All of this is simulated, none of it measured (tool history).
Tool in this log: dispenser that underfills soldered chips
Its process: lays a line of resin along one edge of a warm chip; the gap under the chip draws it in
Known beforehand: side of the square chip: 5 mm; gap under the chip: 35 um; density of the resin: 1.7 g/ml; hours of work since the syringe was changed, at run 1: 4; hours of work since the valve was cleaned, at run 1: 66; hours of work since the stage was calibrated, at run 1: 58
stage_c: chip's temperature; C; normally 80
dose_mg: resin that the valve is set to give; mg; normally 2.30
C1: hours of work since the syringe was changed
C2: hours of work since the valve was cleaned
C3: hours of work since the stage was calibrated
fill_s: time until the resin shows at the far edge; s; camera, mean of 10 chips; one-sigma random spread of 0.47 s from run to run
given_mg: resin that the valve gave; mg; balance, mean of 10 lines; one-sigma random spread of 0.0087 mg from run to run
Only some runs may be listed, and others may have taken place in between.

{"run": 1, "hour": 0.0, "stage_c": 80, "dose_mg": 2.3, "C1": 4, "C2": 66, "C3": 58, "fill_s": 47.8, "given_mg": 2.179}
{"hour": 9.5, "done": "new syringe of resin"}
{"hour": 11.4, "done": "dispensing valve cleaned and set on the balance"}
{"run": 2, "hour": 12.8, "stage_c": 80, "dose_mg": 2.3, "C1": 2, "C2": 1, "C3": 67, "fill_s": 41.0, "given_mg": 2.297}
{"hour": 24.7, "done": "new syringe of resin"}
{"run": 3, "hour": 25.1, "stage_c": 80, "dose_mg": 2.3, "C1": 0, "C2": 11, "C3": 76, "fill_s": 35.2, "given_mg": 2.275}
{"run": 4, "hour": 32.9, "stage_c": 80, "dose_mg": 2.3, "C1": 7, "C2": 17, "C3": 83, "fill_s": 59.6, "given_mg": 2.274}
{"hour": 39.3, "done": "new syringe of resin"}
{"run": 5, "hour": 43.1, "stage_c": 80, "dose_mg": 2.3, "C1": 3, "C2": 25, "C3": 91, "fill_s": 46.1, "given_mg": 2.256}
{"hour": 53.7, "done": "new syringe of resin"}
{"run": 6, "hour": 55.5, "stage_c": 80, "dose_mg": 2.3, "C1": 1, "C2": 34, "C3": 100, "fill_s": 40.6, "given_mg": 2.238}
{"run": 7, "hour": 65.8, "stage_c": 78, "dose_mg": 2.3, "C1": 10, "C2": 42, "C3": 108, "fill_s": 85.8, "given_mg": 2.215}
{"hour": 67.8, "done": "new syringe of resin"}
{"run": 8, "hour": 77.0, "stage_c": 94, "dose_mg": 2.3, "C1": 7, "C2": 51, "C3": 117, "fill_s": 34.7, "given_mg": 2.199}
{"hour": 81.9, "done": "new syringe of resin"}
{"run": 9, "hour": 87.2, "stage_c": 94, "dose_mg": 2.3, "C1": 4, "C2": 59, "C3": 125, "fill_s": 26.1, "given_mg": 2.195}
{"run": 10, "hour": 94.7, "stage_c": 80, "dose_mg": 2.45, "C1": 10, "C2": 65, "C3": 131, "fill_s": 78.1, "given_mg": 2.333}
{"hour": 96.3, "done": "new syringe of resin"}
{"run": 11, "hour": 100.2, "stage_c": 80, "dose_mg": 2.63, "C1": 3, "C2": 69, "C3": 135, "fill_s": 43.2, "given_mg": 2.482}
{"hour": 106.9, "done": "dispensing valve cleaned and set on the balance"}
{"run": 12, "hour": 110.5, "stage_c": 80, "dose_mg": 2.3, "C1": 10, "C2": 3, "C3": 142, "fill_s": 80.0, "given_mg": 2.295}
{"hour": 111.5, "done": "new syringe of resin"}
{"run": 13, "hour": 118.6, "stage_c": 80, "dose_mg": 2.3, "C1": 6, "C2": 9, "C3": 148, "fill_s": 55.0, "given_mg": 2.289}
{"hour": 126.1, "done": "new syringe of resin"}
{"run": 14, "hour": 129.2, "stage_c": 80, "dose_mg": 2.3, "C1": 2, "C2": 17, "C3": 157, "fill_s": 42.2, "given_mg": 2.259}
{"run": 15, "hour": 136.8, "stage_c": 80, "dose_mg": 2.3, "C1": 9, "C2": 23, "C3": 163, "fill_s": 67.8, "given_mg": 2.27}
{"hour": 140.2, "done": "new syringe of resin"}
{"run": 16, "hour": 145.2, "stage_c": 80, "dose_mg": 2.3, "C1": 4, "C2": 30, "C3": 169, "fill_s": 47.3, "given_mg": 2.254}
{"hour": 154.2, "done": "new syringe of resin"}
{"run": 17, "hour": 157.7, "stage_c": 80, "dose_mg": 2.3, "C1": 3, "C2": 39, "C3": 179, "fill_s": 43.4, "given_mg": 2.238}
{"run": 18, "hour": 165.2, "stage_c": 80, "dose_mg": 2.3, "C1": 9, "C2": 45, "C3": 185, "fill_s": 70.2, "given_mg": 2.216}
{"hour": 168.6, "done": "new syringe of resin"}
{"run": 19, "hour": 176.6, "stage_c": 80, "dose_mg": 2.3, "C1": 6, "C2": 54, "C3": 194, "fill_s": 56.7, "given_mg": 2.211}
{"hour": 183.6, "done": "new syringe of resin"}
{"run": 20, "hour": 189.0, "stage_c": 87, "dose_mg": 2.89, "C1": 4, "C2": 64, "C3": 203, "fill_s": 35.1, "given_mg": 2.743}
{"run": 21, "hour": 194.4, "stage_c": 80, "dose_mg": 2.69, "C1": 9, "C2": 68, "C3": 207, "fill_s": 67.4, "given_mg": 2.545}
{"hour": 198.2, "done": "new syringe of resin"}
{"run": 22, "hour": 201.1, "stage_c": 80, "dose_mg": 2.69, "C1": 2, "C2": 73, "C3": 212, "fill_s": 41.0, "given_mg": 2.537}
{"hour": 202.9, "done": "dispensing valve cleaned and set on the balance"}
{"run": 23, "hour": 211.3, "stage_c": 78, "dose_mg": 2.44, "C1": 10, "C2": 7, "C3": 220, "fill_s": 80.5, "given_mg": 2.431}
{"hour": 213.4, "done": "new syringe of resin"}
{"run": 24, "hour": 219.0, "stage_c": 78, "dose_mg": 2.31, "C1": 4, "C2": 13, "C3": 226, "fill_s": 51.6, "given_mg": 2.292}
{"hour": 227.4, "done": "new syringe of resin"}
{"run": 25, "hour": 231.2, "stage_c": 75, "dose_mg": 2.76, "C1": 3, "C2": 22, "C3": 235, "fill_s": 52.2, "given_mg": 2.722}
{"hour": 242.0, "done": "new syringe of resin"}
{"run": 26, "hour": 243.1, "stage_c": 68, "dose_mg": 2.24, "C1": 1, "C2": 31, "C3": 244, "fill_s": 62.1, "given_mg": 2.2}
{"run": 27, "hour": 252.6, "stage_c": 87, "dose_mg": 2.06, "C1": 8, "C2": 39, "C3": 252, "fill_s": 49.3, "given_mg": 1.998}
{"hour": 256.8, "done": "new syringe of resin"}
{"run": 28, "hour": 264.3, "stage_c": 87, "dose_mg": 2.06, "C1": 6, "C2": 48, "C3": 261, "fill_s": 41.1, "given_mg": 2.006}
{"hour": 271.0, "done": "new syringe of resin"}
{"run": 29, "hour": 275.4, "stage_c": 69, "dose_mg": 2.57, "C1": 3, "C2": 56, "C3": 269, "fill_s": 69.8, "given_mg": 2.442}
{"hour": 285.3, "done": "new syringe of resin"}
{"run": 30, "hour": 286.7, "stage_c": 69, "dose_mg": 2.57, "C1": 1, "C2": 65, "C3": 278, "fill_s": 59.6, "given_mg": 2.446}
{"hour": 298.4, "done": "dispensing valve cleaned and set on the balance"}
{"run": 31, "hour": 298.4, "stage_c": 91, "dose_mg": 2.86, "C1": 10, "C2": 0, "C3": 287, "fill_s": 44.5, "given_mg": 2.864}

Here are 3 independent what-if runs from the current tool condition. What would each one return?
{"hour": 300.6, "done": "new syringe of resin"}
{"run": "A", "hour": 306.2, "stage_c": 71, "dose_mg": 2.24, "C1": 4, "C2": 6, "C3": 293, "fill_s": "?", "given_mg": "?"}
{"hour": 300.6, "done": "new syringe of resin"}
{"run": "B", "hour": 306.2, "stage_c": 80, "dose_mg": 2.29, "C1": 4, "C2": 6, "C3": 293, "fill_s": "?", "given_mg": "?"}
{"hour": 300.6, "done": "new syringe of resin"}
{"run": "C", "hour": 306.2, "stage_c": 93, "dose_mg": 2.68, "C1": 4, "C2": 6, "C3": 293, "fill_s": "?", "given_mg": "?"}

run=A fill_s=70.4 given_mg=2.227
run=B fill_s=45.4 given_mg=2.282
run=C fill_s=26.4 given_mg=2.668
Without the tool's unlogged condition, the same runs would have read:
run=A fill_s=55.6 given_mg=2.240
run=B fill_s=35.7 given_mg=2.295
run=C fill_s=20.6 given_mg=2.684
